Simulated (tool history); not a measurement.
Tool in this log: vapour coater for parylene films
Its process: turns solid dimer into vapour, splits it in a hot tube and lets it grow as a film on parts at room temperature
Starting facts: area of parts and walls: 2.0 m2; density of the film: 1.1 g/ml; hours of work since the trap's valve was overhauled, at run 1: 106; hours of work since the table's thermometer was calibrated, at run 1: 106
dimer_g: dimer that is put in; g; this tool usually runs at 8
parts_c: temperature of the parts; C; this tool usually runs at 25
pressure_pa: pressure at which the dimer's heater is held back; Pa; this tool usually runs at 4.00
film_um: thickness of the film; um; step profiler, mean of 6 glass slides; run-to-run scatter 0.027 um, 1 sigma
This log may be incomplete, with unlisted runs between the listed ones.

run   hour  dimer_g  parts_c  pressure_pa  hours of work since the trap's valve was overhauled  hours of work since the table's thermometer was calibrated  film_um
  1    0.0        8       25         4.00                                                  106                                                         106     2.25
  2   28.9        8       25         4.00                                                  126                                                         126     2.21
  3   54.3        8       25         4.00                                                  145                                                         145     2.30
  4   75.0        8       25         4.00                                                  160                                                         160     2.21
  5   88.0        8       25         4.00                                                  169                                                         169     2.18
  6  102.6        8       25         4.00                                                  180                                                         180     2.19
  7  122.9        8       25         4.00                                                  194                                                         194     2.21
  8  138.2        8       25         4.00                                                  205                                                         205     2.21
  9  155.6        8       19         4.00                                                  218                                                         218     2.93
 10  177.5        8       19         4.00                                                  233                                                         233     2.94
 11  194.7        5       29         3.96                                                  246                                                         246     1.13
 12  206.5        3       25         2.86                                                  254                                                         254     0.87
 13  227.8        3       25         2.86                                                  269                                                         269     0.88
 14  245.5        8       32         4.00                                                  282                                                         282     1.56
     277.1  -- trap's valve overhauled
 15  277.8        8       18         3.72                                                    0                                                         303     3.29
 16  293.9        8       18         3.72                                                   12                                                         314     3.35
 17  318.7        8       18         3.72                                                   30                                                         332     3.30
 18  343.7        7       25         5.06                                                   48                                                         350     1.92

Below are 5 alternative next runs, each starting from the tool's condition after run 18. Predict each:
  A  357.9        3       34         4.90                                                   58                                                         360        ?
  B  357.9        8       33         4.00                                                   58                                                         360        ?
  C  357.9       13       23         3.13                                                   58                                                         360        ?
  D  357.9        7       25         7.17                                                   58                                                         360        ?
  E  357.9        7       25         8.78                                                   58                                                         360        ?

run  film_um
  A     0.53
  B     1.55
  C     4.32
  D     1.76
  E     1.74
Had the tool no hidden state, the same runs would have come out as:
run  film_um
  A     0.54
  B     1.60
  C     4.45
  D     1.81
  E     1.79
